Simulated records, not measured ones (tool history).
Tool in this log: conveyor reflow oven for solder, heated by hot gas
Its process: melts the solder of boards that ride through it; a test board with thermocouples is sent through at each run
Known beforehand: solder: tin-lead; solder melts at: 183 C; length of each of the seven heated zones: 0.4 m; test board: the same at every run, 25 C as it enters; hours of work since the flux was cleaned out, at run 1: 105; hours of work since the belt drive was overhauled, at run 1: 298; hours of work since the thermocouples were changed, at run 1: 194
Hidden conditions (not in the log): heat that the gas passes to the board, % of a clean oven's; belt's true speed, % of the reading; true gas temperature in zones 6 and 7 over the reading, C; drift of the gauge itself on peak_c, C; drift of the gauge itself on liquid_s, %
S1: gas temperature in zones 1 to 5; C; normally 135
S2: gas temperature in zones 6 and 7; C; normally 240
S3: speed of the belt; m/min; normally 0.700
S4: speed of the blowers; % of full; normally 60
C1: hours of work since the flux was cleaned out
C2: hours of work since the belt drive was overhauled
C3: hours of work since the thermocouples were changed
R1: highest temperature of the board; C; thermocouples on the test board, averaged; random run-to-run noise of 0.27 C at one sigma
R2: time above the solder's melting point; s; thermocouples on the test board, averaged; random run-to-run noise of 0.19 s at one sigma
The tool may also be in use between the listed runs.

run	hour	S1	S2	S3	S4	C1	C2	C3	R1	R2
1	0.0	135	240	0.700	60	105	298	194	218.2	51.0
2	26.1	135	240	0.700	60	116	309	205	218.0	50.7
3	44.0	135	240	0.700	60	123	316	212	218.3	50.9
4	72.7	135	240	0.700	60	135	328	224	218.0	51.0
5	97.2	135	240	0.812	60	145	338	234	212.1	38.9
6	115.8	135	240	0.812	60	152	345	241	212.6	39.0
7	143.4	135	240	0.768	60	163	356	252	214.0	42.8
8	170.3	123	240	0.700	60	174	367	263	215.3	45.5
9	199.4	123	240	0.700	60	186	379	275	215.5	45.3
10	228.2	123	247	0.700	60	198	391	287	221.2	49.7
11	246.7	135	240	0.700	59	205	398	294	217.7	50.3
12	278.6	135	240	0.700	59	218	411	307	216.9	50.4
13	297.0	135	240	0.700	88	225	418	315	223.9	55.2
14	324.1	135	240	0.700	60	236	429	326	217.7	50.6
15	353.8	139	247	0.762	62	248	441	338	221.5	49.8
16	378.0	125	232	0.700	59	258	451	347	207.7	40.0
# hour 384.0: belt drive overhauled, speed set with a stopwatch
17	401.4	125	232	0.700	59	266	7	355	208.1	40.3
18	421.5	125	232	0.700	59	274	15	363	208.3	40.1
19	446.0	125	232	0.700	59	284	25	373	208.0	39.8
20	473.2	136	246	0.685	53	295	36	384	221.5	54.9
21	498.1	150	240	0.700	88	305	46	394	225.8	62.0
22	517.8	150	240	0.700	88	313	54	402	225.4	61.6
23	541.8	148	247	0.700	85	323	64	412	231.1	63.6
24	564.0	135	253	0.700	76	332	73	421	232.3	60.5
# hour 570.4: flux residue cleaned out of gas plates and filters
# hour 575.9: belt drive overhauled, speed set with a stopwatch, once more
25	597.2	143	252	0.825	60	9	9	431	222.3	47.0
26	612.1	123	230	0.825	60	15	15	437	199.9	24.9
27	637.6	123	230	0.825	60	26	25	447	199.6	24.5
28	663.8	123	230	0.825	60	36	36	458	199.9	24.5

Alternative continuations, all from the tool just after run 28; predict every row:
A	681.9	123	246	0.708	74	43	43	465	?	?
B	681.9	135	238	0.748	60	43	43	465	?	?
C	681.9	128	240	0.562	64	43	43	465	?	?
D	681.9	149	240	0.700	60	43	43	465	?	?
E	681.9	123	248	0.825	74	43	43	465	?	?

run	R1	R2
A	223.9	51.0
B	213.4	43.7
C	224.8	67.3
D	220.3	57.1
E	219.2	40.3
Take away the tool's hidden state, keep each run's random variation, and the runs would have read:
run	R1	R2
A	225.7	51.9
B	215.0	44.8
C	226.5	68.4
D	222.0	58.0
E	220.9	41.3
